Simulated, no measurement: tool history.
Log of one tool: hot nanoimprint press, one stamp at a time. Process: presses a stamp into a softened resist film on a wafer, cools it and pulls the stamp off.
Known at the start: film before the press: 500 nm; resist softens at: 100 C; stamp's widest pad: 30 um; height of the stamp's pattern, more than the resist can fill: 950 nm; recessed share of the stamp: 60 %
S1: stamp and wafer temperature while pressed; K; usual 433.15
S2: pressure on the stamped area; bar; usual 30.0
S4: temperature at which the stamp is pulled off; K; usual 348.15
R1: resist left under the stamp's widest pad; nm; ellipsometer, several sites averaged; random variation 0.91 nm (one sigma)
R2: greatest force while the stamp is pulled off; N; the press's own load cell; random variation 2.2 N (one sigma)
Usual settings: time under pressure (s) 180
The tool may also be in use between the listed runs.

run 1 day=0.000 | S1=433.15 S2=30.0 time_under_pressure_(s)=180 S4=348.15 | R1=258.6 R2=103
run 2 day=0.496 | S1=433.15 S2=30.0 time_under_pressure_(s)=180 S4=348.15 | R1=257.3 R2=98
run 3 day=1.304 | S1=427.15 S2=30.0 time_under_pressure_(s)=180 S4=348.15 | R1=333.4 R2=101
run 4 day=1.817 | S1=427.15 S2=30.0 time_under_pressure_(s)=123 S4=348.15 | R1=363.1 R2=107
run 5 day=2.492 | S1=427.15 S2=30.0 time_under_pressure_(s)=123 S4=348.15 | R1=367.3 R2=101
run 6 day=2.892 | S1=429.15 S2=30.0 time_under_pressure_(s)=180 S4=348.15 | R1=307.9 R2=106
run 7 day=3.496 | S1=429.15 S2=30.0 time_under_pressure_(s)=180 S4=348.15 | R1=308.0 R2=107
run 8 day=3.992 | S1=428.15 S2=27.3 time_under_pressure_(s)=133 S4=349.15 | R1=357.1 R2=107
run 9 day=4.821 | S1=438.15 S2=25.8 time_under_pressure_(s)=115 S4=353.15 | R1=261.7 R2=101
run 10 day=5.317 | S1=438.15 S2=25.8 time_under_pressure_(s)=115 S4=353.15 | R1=261.1 R2=103
run 11 day=5.750 | S1=438.15 S2=18.6 time_under_pressure_(s)=115 S4=349.15 | R1=294.7 R2=104

The same runs without the tool's hidden state, with the same run-to-run variation:
The hidden state here: true temperature over the reading, C; pressure that arrives at the usual setting, %; grip of the stamp's worn release coat, % over a new coat's; drift of the gauge itself on residual_nm, %; drift of the gauge itself on pull_off_n, %.
run=1 R1=250.4 R2=101
run=2 R1=248.8 R2=96
run=3 R1=323.4 R2=98
run=4 R1=353.6 R2=102
run=5 R1=357.3 R2=95
run=6 R1=296.9 R2=99
run=7 R1=296.6 R2=99
run=8 R1=346.1 R2=98
run=9 R1=251.4 R2=92
run=10 R1=250.4 R2=92
run=11 R1=284.0 R2=93
